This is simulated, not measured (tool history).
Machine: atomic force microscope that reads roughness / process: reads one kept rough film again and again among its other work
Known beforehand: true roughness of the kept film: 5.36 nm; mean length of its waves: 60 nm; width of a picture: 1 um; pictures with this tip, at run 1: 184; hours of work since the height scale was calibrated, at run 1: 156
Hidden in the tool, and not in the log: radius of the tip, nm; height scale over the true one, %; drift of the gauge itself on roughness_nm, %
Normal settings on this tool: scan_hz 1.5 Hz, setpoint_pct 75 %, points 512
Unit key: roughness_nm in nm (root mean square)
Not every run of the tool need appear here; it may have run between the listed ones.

run     day  scan_hz  setpoint_pct  points  pictures with this tip  hours of work since the height scale was calibrated  roughness_nm
  1       0      1.5            75     512                     184                                                  156         4.532
      0.575  -- new tip fitted
  2   0.608      1.5            75     512                       1                                                  164          4.72
  3   0.892      1.5            75     512                      12                                                  167         4.734
  4   1.504      1.5            75     512                      37                                                  175         4.662
  5   1.908      1.5            74     512                      52                                                  180         4.639
  6   2.196      1.5            74     512                      64                                                  183         4.674
  7   2.492      1.5            75     512                      75                                                  187         4.663
  8   3.046      1.5            75     512                      97                                                  194         4.633
  9   3.562      1.5            75     512                     118                                                  200         4.575
      3.638  -- height scale calibrated on a step standard
 10   3.917      1.5            75     512                     130                                                    3         4.597
 11   4.329      1.5            75     390                     146                                                    9          4.57
 12   4.946      1.5            75     390                     170                                                   16         4.567
 13    5.35      1.5            75     390                     186                                                   21         4.485
 14   5.829      1.5            75     390                     205                                                   27         4.489
      5.888  -- new tip fitted
 15   6.242     1.73            75     512                      14                                                   32         4.636
 16   6.625     1.73            75     512                      29                                                   37          4.64
 17   7.188      1.5            75     512                      51                                                   44         4.662
      7.271  -- height scale calibrated on a step standard, once more
 18   7.688     0.73            81     328                      69                                                    5         4.808
 19   8.079      1.5            67     512                      84                                                   10         4.755
 20   8.412     1.18            76     304                      97                                                   14         4.664
 21   8.825     1.18            76     304                     114                                                   19          4.67
 22    9.15      1.5            75     880                     126                                                   23         4.566
 23   9.667      1.5            70     323                     147                                                   30         4.658
 24  10.258     0.54            70     323                     170                                                   37         4.819
 25  10.658      1.5            61     917                     186                                                   42         4.742
 26  11.021     3.28            77     462                     200                                                   46         3.977
     11.188  -- new tip fitted
 27   11.45     0.52            88     461                      10                                                   51         4.892
 28  12.062     3.67            74     332                      34                                                   59         4.168
 29  12.404     2.28            59     367                      48                                                   63         4.835
 30   12.75     2.28            59     367                      61                                                   67         4.833
 31  13.379     0.81            62     367                      86                                                   75         4.961
 32   13.75     0.81            62     367                     101                                                   80         4.898
 33  14.054     0.81            62     367                     113                                                   84          4.94
 34  14.538     0.86            57     486                     132                                                   90         4.939

For some of the steps in roughness_nm from one run to the next: how much would appear even if the tool had no hidden state, given the settings, what came in and random variation, and how much remains for the hidden state plus any gauge scatter that the measured result and the result without hidden state don't share?
Run 1 -> 2: new tip fitted. roughness_nm +0.188 nm (root mean square): hidden state +0.227, all else -0.039.
Run 14 -> 15: scan_hz 1.5 -> 1.73, points 390 -> 512, new tip fitted. roughness_nm +0.147 nm (root mean square): hidden state +0.213, all else -0.066.
Run 25 -> 26: scan_hz 1.5 -> 3.28, setpoint_pct 61 -> 77, points 917 -> 462. roughness_nm -0.765 nm (root mean square): hidden state +0.024, all else -0.789.
Run 26 -> 27: scan_hz 3.28 -> 0.52, setpoint_pct 77 -> 88, points 462 -> 461, new tip fitted. roughness_nm +0.915 nm (root mean square): hidden state +0.197, all else +0.718.
Run 27 -> 28: scan_hz 0.52 -> 3.67, setpoint_pct 88 -> 74, points 461 -> 332. roughness_nm -0.724 nm (root mean square): hidden state -0.026, all else -0.698.
